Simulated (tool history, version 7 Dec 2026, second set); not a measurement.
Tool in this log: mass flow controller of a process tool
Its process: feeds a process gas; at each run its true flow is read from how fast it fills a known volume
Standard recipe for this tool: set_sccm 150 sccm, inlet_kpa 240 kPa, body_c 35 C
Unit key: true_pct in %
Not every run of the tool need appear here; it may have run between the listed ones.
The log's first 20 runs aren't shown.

run 21 hour=7900.7 | set_sccm=55 inlet_kpa=146 body_c=22 | true_pct=98.26
run 22 hour=8190 | set_sccm=150 inlet_kpa=240 body_c=21 | true_pct=99.03
run 23 hour=8591.7 | set_sccm=103 inlet_kpa=196 body_c=23 | true_pct=98.77
run 24 hour=8837.6 | set_sccm=54 inlet_kpa=268 body_c=25 | true_pct=99.14
run 25 hour=9180.5 | set_sccm=56 inlet_kpa=274 body_c=34 | true_pct=99.75
run 26 hour=9694.1 | set_sccm=56 inlet_kpa=274 body_c=34 | true_pct=99.66
run 27 hour=10029.2 | set_sccm=279 inlet_kpa=161 body_c=21 | true_pct=98.85
run 28 hour=10397.2 | set_sccm=153 inlet_kpa=274 body_c=26 | true_pct=99.51
run 29 hour=10738.7 | set_sccm=153 inlet_kpa=274 body_c=26 | true_pct=99.46
run 30 hour=10998.4 | set_sccm=153 inlet_kpa=195 body_c=28 | true_pct=99.27
run 31 hour=11289.8 | set_sccm=86 inlet_kpa=223 body_c=22 | true_pct=98.79
run 32 hour=11568.4 | set_sccm=107 inlet_kpa=267 body_c=34 | true_pct=99.83
run 33 hour=11952 | set_sccm=258 inlet_kpa=173 body_c=26 | true_pct=99.12

Alternative continuations, all from the tool just after run 33; predict every row:
run A hour=12337.9 | set_sccm=217 inlet_kpa=240 body_c=35 | true_pct=?
run B hour=12337.9 | set_sccm=218 inlet_kpa=257 body_c=27 | true_pct=?
run C hour=12337.9 | set_sccm=184 inlet_kpa=147 body_c=37 | true_pct=?
run D hour=12337.9 | set_sccm=465 inlet_kpa=173 body_c=35 | true_pct=?
run E hour=12337.9 | set_sccm=150 inlet_kpa=240 body_c=25 | true_pct=?

run=A true_pct=99.88
run=B true_pct=99.57
run=C true_pct=99.28
run=D true_pct=100.15
run=E true_pct=99.17
Without the tool's unlogged condition, the same runs would have read:
run=A true_pct=99.88
run=B true_pct=99.58
run=C true_pct=99.28
run=D true_pct=100.17
run=E true_pct=99.17
